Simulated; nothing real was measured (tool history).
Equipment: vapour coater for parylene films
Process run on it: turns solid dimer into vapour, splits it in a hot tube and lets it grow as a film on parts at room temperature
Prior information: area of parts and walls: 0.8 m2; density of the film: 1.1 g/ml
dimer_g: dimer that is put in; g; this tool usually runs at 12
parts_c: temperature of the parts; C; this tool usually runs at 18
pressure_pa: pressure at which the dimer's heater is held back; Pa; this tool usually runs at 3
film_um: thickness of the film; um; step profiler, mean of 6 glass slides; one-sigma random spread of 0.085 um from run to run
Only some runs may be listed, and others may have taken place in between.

Run 1, day 0: usual settings. Result: film_um 10.27 um.
Run 2, day 0.871: usual settings. Result: film_um 10.21 um.
Run 3, day 1.679: usual settings. Result: film_um 10.29 um.
Run 4, day 2.429: usual settings but pressure_pa 3.58 Pa. Result: film_um 9.86 um.
Run 5, day 3.338: usual settings but pressure_pa 3.58 Pa. Result: film_um 9.89 um.
Run 6, day 4.162: usual settings but parts_c 17 C. Result: film_um 10.63 um.
Run 7, day 5.229: usual settings but dimer_g 6 g. Result: film_um 5 um.
Run 8, day 6.517: usual settings but pressure_pa 9.24 Pa. Result: film_um 8.52 um.
Run 9, day 7.4: usual settings but pressure_pa 9.24 Pa. Result: film_um 8.26 um.
Run 10, day 9.067: usual settings but pressure_pa 9.24 Pa. Result: film_um 8.32 um.
Run 11, day 10.304: usual settings but parts_c 17 C, pressure_pa 9.24 Pa. Result: film_um 8.7 um.
Run 12, day 11.996: usual settings but parts_c 17 C, pressure_pa 2.72 Pa. Result: film_um 10.6 um.
Run 13, day 13.517: usual settings but parts_c 17 C, pressure_pa 2.72 Pa. Result: film_um 10.58 um.
Run 14, day 14.921: usual settings but parts_c 17 C, pressure_pa 2.72 Pa. Result: film_um 10.43 um.
Run 15, day 15.612: usual settings. Result: film_um 9.88 um.
Run 16, day 17.008: usual settings but parts_c 17 C. Result: film_um 10.28 um.
Run 17, day 18.592: usual settings but dimer_g 16 g, pressure_pa 2.44 Pa. Result: film_um 13.41 um.
Run 18, day 19.867: usual settings but dimer_g 16 g, pressure_pa 2.44 Pa. Result: film_um 13.18 um.
Run 19, day 21.229: usual settings but dimer_g 14 g, parts_c 19 C, pressure_pa 2.44 Pa. Result: film_um 11.16 um.
Run 20, day 22.258: usual settings but dimer_g 14 g, parts_c 19 C, pressure_pa 2.44 Pa. Result: film_um 11.05 um.
Run 21, day 23.754: usual settings but dimer_g 8 g, parts_c 17 C, pressure_pa 5.39 Pa. Result: film_um 6.07 um.
Run 22, day 25.292: usual settings but parts_c 22 C. Result: film_um 7.85 um.
Run 23, day 26.433: usual settings but parts_c 22 C. Result: film_um 7.9 um.
Run 24, day 27.183: usual settings but dimer_g 6 g, parts_c 11 C. Result: film_um 6.04 um.
Run 25, day 28.375: usual settings but dimer_g 6 g, parts_c 11 C. Result: film_um 6.1 um.
Run 26, day 29.896: usual settings but dimer_g 5 g, parts_c 16 C, pressure_pa 3.54 Pa. Result: film_um 4.16 um.
At day 31.038: trap's valve overhauled.
Run 27, day 31.55: usual settings but dimer_g 5 g, parts_c 16 C, pressure_pa 3.54 Pa. Result: film_um 4.59 um.
Run 28, day 32.754: usual settings but dimer_g 9 g. Result: film_um 7.85 um.
Run 29, day 33.725: usual settings but dimer_g 7 g, pressure_pa 2.94 Pa. Result: film_um 6.11 um.

How would selected steps in film_um from run to run divide? Give the signed amount a tool lacking its hidden state would still show from settings, what came in and random variation, and the signed amount left for the hidden state, including any gauge scatter that is not in both of the compared results.
Hidden state at play: vapour lost through the trap's worn valve, %; true temperature of the parts over the reading, C; drift of the gauge itself on film_um, %.
Run 6 -> 7: dimer_g 12 -> 6, parts_c 17 -> 18. film_um -5.63 um: hidden state +0.08, all else -5.71.
Run 20 -> 21: dimer_g 14 -> 8, parts_c 19 -> 17, pressure_pa 2.44 -> 5.39. film_um -4.98 um: hidden state +0.31, all else -5.29.
Run 26 -> 27: trap's valve overhauled. film_um +0.43 um: hidden state +0.43, all else +0.

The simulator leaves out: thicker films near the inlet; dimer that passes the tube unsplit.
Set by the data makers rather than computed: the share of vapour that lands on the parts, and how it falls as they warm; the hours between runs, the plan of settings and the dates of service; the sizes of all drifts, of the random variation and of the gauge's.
